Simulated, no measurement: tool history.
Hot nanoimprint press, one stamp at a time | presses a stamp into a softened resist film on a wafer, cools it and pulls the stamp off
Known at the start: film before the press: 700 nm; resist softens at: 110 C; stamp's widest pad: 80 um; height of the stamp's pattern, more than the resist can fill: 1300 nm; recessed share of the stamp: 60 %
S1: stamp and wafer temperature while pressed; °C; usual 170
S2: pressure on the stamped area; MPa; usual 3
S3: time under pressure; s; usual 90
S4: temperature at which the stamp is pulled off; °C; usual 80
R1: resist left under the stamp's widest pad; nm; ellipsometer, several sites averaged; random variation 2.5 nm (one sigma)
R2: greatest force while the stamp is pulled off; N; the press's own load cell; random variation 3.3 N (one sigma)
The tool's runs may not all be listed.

| run | hour | S1 | S2 | S3 | S4 | R1 | R2 |
|---|---|---|---|---|---|---|---|
| 1 | 0 | 170 | 3 | 90 | 80 | 428.4 | 178 |
| 2 | 20.5 | 170 | 3 | 83 | 80 | 444.3 | 182 |
| 3 | 66.8 | 170 | 3 | 90 | 76 | 432.2 | 193 |
| 4 | 101.3 | 170 | 3 | 90 | 76 | 432.8 | 202 |
| 5 | 150.2 | 170 | 3 | 90 | 76 | 442 | 175 |
| 6 | 180.4 | 170 | 3 | 90 | 80 | 435.8 | 167 |
| 7 | 225.4 | 170 | 3.76 | 64 | 66 | 466.7 | 225 |
| 8 | 260.2 | 170 | 2.77 | 47 | 80 | 538.5 | 179 |
| 9 | 301.7 | 170 | 2.77 | 47 | 80 | 541.5 | 176 |
| 10 | 343.5 | 170 | 2.77 | 47 | 80 | 513.5 | 171 |
| 11 | 388.7 | 158 | 4.3 | 79 | 76 | 616.3 | 194 |
| 12 | 409.8 | 158 | 4.58 | 179 | 80 | 543.7 | 178 |

Not shown: 3 entries that the log had between the listed runs. Between which runs, and how does the tool's hidden state differ before and after?
Between runs 4 and 5: stamp cleaned and given a new release coat (hour 130.6)
  true temperature over the reading, C: -0.84 -> -0.92; pressure that arrives at the usual setting, %: 98.54 -> 98.49; grip of the stamp's worn release coat, % over a new coat's: 10.8 -> 0.8
  measured less the result without the state, R1: +19.9 -> +22 nm; R2: +23 -> +5 N
Between runs 6 and 7: plate thermocouple calibrated (hour 185.8)
  true temperature over the reading, C: -0.98 -> -1.55; pressure that arrives at the usual setting, %: 98.45 -> 98.39; grip of the stamp's worn release coat, % over a new coat's: 2 -> 3.7
  measured less the result without the state, R1: +23.1 -> +35.9 nm; R2: +7 -> +14 N
Between runs 9 and 10: plate thermocouple calibrated, once more (hour 325.1)
  true temperature over the reading, C: -1.7 -> -0.01; pressure that arrives at the usual setting, %: 98.3 -> 98.25; grip of the stamp's worn release coat, % over a new coat's: 6.8 -> 8.4
  measured less the result without the state, R1: +33.2 -> +2.1 nm; R2: +18 -> +13 N
